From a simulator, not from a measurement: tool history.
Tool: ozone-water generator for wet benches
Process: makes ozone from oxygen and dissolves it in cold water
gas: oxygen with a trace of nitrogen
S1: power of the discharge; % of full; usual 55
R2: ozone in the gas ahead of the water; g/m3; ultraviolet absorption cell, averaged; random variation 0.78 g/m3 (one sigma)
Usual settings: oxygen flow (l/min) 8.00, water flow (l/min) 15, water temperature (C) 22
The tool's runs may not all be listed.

Run 1, hour 0.0: usual settings. Result: dissolved ozone (ppm) 16.4, R2 116.3 g/m3.
Run 2, hour 149.5: usual settings. Result: dissolved ozone (ppm) 16.3, R2 117.5 g/m3.
Run 3, hour 229.8: usual settings but oxygen flow (l/min) 9.65. Result: dissolved ozone (ppm) 15.1, R2 102.9 g/m3.
Run 4, hour 403.1: usual settings but oxygen flow (l/min) 9.65. Result: dissolved ozone (ppm) 15.4, R2 101.8 g/m3.
Run 5, hour 569.4: usual settings. Result: dissolved ozone (ppm) 16.2, R2 117.5 g/m3.
Run 6, hour 672.8: usual settings but water temperature (C) 25. Result: dissolved ozone (ppm) 15.0, R2 117.2 g/m3.
Run 7, hour 778.6: usual settings but water temperature (C) 25. Result: dissolved ozone (ppm) 15.1, R2 116.8 g/m3.
Run 8, hour 959.2: usual settings but oxygen flow (l/min) 5.09, water temperature (C) 25. Result: dissolved ozone (ppm) 17.3, R2 156.6 g/m3.
Run 9, hour 1141.2: usual settings but S1 48 % of full, oxygen flow (l/min) 5.09, water temperature (C) 25. Result: dissolved ozone (ppm) 15.2, R2 141.2 g/m3.
Run 10, hour 1321.7: usual settings but S1 48 % of full, oxygen flow (l/min) 11.70, water temperature (C) 25. Result: dissolved ozone (ppm) 11.5, R2 80.6 g/m3.
Run 11, hour 1502.4: usual settings but water temperature (C) 23. Result: dissolved ozone (ppm) 15.6, R2 115.3 g/m3.
Run 12, hour 1684.3: usual settings but water temperature (C) 23. Result: dissolved ozone (ppm) 15.8, R2 114.5 g/m3.
Run 13, hour 1810.0: usual settings but water temperature (C) 23. Result: dissolved ozone (ppm) 15.3, R2 114.2 g/m3.
At hour 1825.1: contactor cleaned.
Run 14, hour 1933.0: usual settings but oxygen flow (l/min) 10.00, water temperature (C) 23. Result: dissolved ozone (ppm) 14.1, R2 97.8 g/m3.
Run 15, hour 2076.4: usual settings but oxygen flow (l/min) 10.00, water temperature (C) 23. Result: dissolved ozone (ppm) 14.2, R2 98.2 g/m3.
Run 16, hour 2183.1: usual settings but oxygen flow (l/min) 12.12. Result: dissolved ozone (ppm) 13.4, R2 86.4 g/m3.
At hour 2266.7: contactor cleaned, once more.
Run 17, hour 2303.3: usual settings but oxygen flow (l/min) 12.12. Result: dissolved ozone (ppm) 13.9, R2 86.4 g/m3.
Run 18, hour 2395.1: usual settings but S1 58 % of full, water flow (l/min) 12, water temperature (C) 24. Result: dissolved ozone (ppm) 18.4, R2 119.4 g/m3.
Run 19, hour 2497.2: usual settings but S1 45 % of full, oxygen flow (l/min) 8.90, water flow (l/min) 12, water temperature (C) 24. Result: dissolved ozone (ppm) 14.2, R2 90.4 g/m3.
Run 20, hour 2642.8: usual settings but oxygen flow (l/min) 11.05, water temperature (C) 25. Result: dissolved ozone (ppm) 13.5, R2 91.5 g/m3.
Run 21, hour 2797.5: usual settings but S1 47 % of full, oxygen flow (l/min) 8.14, water flow (l/min) 10, water temperature (C) 28. Result: dissolved ozone (ppm) 15.0, R2 99.3 g/m3.
Run 22, hour 2896.3: usual settings but S1 67 % of full, oxygen flow (l/min) 8.90. Result: dissolved ozone (ppm) 18.0, R2 123.4 g/m3.
At hour 2971.8: water thermometer calibrated.
Run 23, hour 3004.1: usual settings but oxygen flow (l/min) 4.09. Result: dissolved ozone (ppm) 18.9, R2 178.5 g/m3.
Run 24, hour 3135.9: usual settings but oxygen flow (l/min) 4.09, water flow (l/min) 14. Result: dissolved ozone (ppm) 20.3, R2 176.9 g/m3.
Run 25, hour 3228.1: usual settings but S1 83 % of full, oxygen flow (l/min) 5.36, water flow (l/min) 9. Result: dissolved ozone (ppm) 34.4, R2 207.8 g/m3.
Run 26, hour 3345.8: usual settings but S1 47 % of full, oxygen flow (l/min) 5.18, water flow (l/min) 23, water temperature (C) 14. Result: dissolved ozone (ppm) 12.8, R2 136.2 g/m3.
Run 27, hour 3481.6: usual settings but S1 47 % of full, oxygen flow (l/min) 5.18, water flow (l/min) 23, water temperature (C) 14. Result: dissolved ozone (ppm) 12.6, R2 133.7 g/m3.
Run 28, hour 3638.2: usual settings but S1 49 % of full, water flow (l/min) 14. Result: dissolved ozone (ppm) 15.3, R2 104.4 g/m3.
Run 29, hour 3807.5: usual settings but oxygen flow (l/min) 10.97, water temperature (C) 24. Result: dissolved ozone (ppm) 13.4, R2 91.8 g/m3.
Run 30, hour 3951.4: usual settings but oxygen flow (l/min) 8.20, water temperature (C) 18. Result: dissolved ozone (ppm) 17.2, R2 110.7 g/m3.
Run 31, hour 4082.4: usual settings but oxygen flow (l/min) 8.20, water temperature (C) 18. Result: dissolved ozone (ppm) 17.1, R2 110.4 g/m3.
Run 32, hour 4266.8: usual settings but S1 67 % of full, water flow (l/min) 22, water temperature (C) 19. Result: dissolved ozone (ppm) 14.9, R2 132.3 g/m3.
Run 33, hour 4345.4: usual settings but S1 81 % of full, oxygen flow (l/min) 6.49, water flow (l/min) 10, water temperature (C) 26. Result: dissolved ozone (ppm) 26.3, R2 175.1 g/m3.

3 ways to go on from here, each from the tool as it stands after run 33. What would each give?
Run A, hour 4518.6: usual settings but S1 93 % of full, oxygen flow (l/min) 5.41. Result: dissolved ozone (ppm) ?, R2 ?.
Run B, hour 4518.6: usual settings but S1 79 % of full, oxygen flow (l/min) 6.49, water flow (l/min) 10, water temperature (C) 19. Result: dissolved ozone (ppm) ?, R2 ?.
Run C, hour 4518.6: usual settings but S1 81 % of full, oxygen flow (l/min) 6.51, water flow (l/min) 10, water temperature (C) 26. Result: dissolved ozone (ppm) ?, R2 ?.

run  dissolved ozone (ppm)     R2
  A                   26.5  220.5
  B                   30.4  173.4
  C                   26.7  174.2
Without the tool's hidden state the same runs would have given:
run  dissolved ozone (ppm)     R2
  A                   29.4  242.3
  B                   33.2  188.5
  C                   29.3  189.8

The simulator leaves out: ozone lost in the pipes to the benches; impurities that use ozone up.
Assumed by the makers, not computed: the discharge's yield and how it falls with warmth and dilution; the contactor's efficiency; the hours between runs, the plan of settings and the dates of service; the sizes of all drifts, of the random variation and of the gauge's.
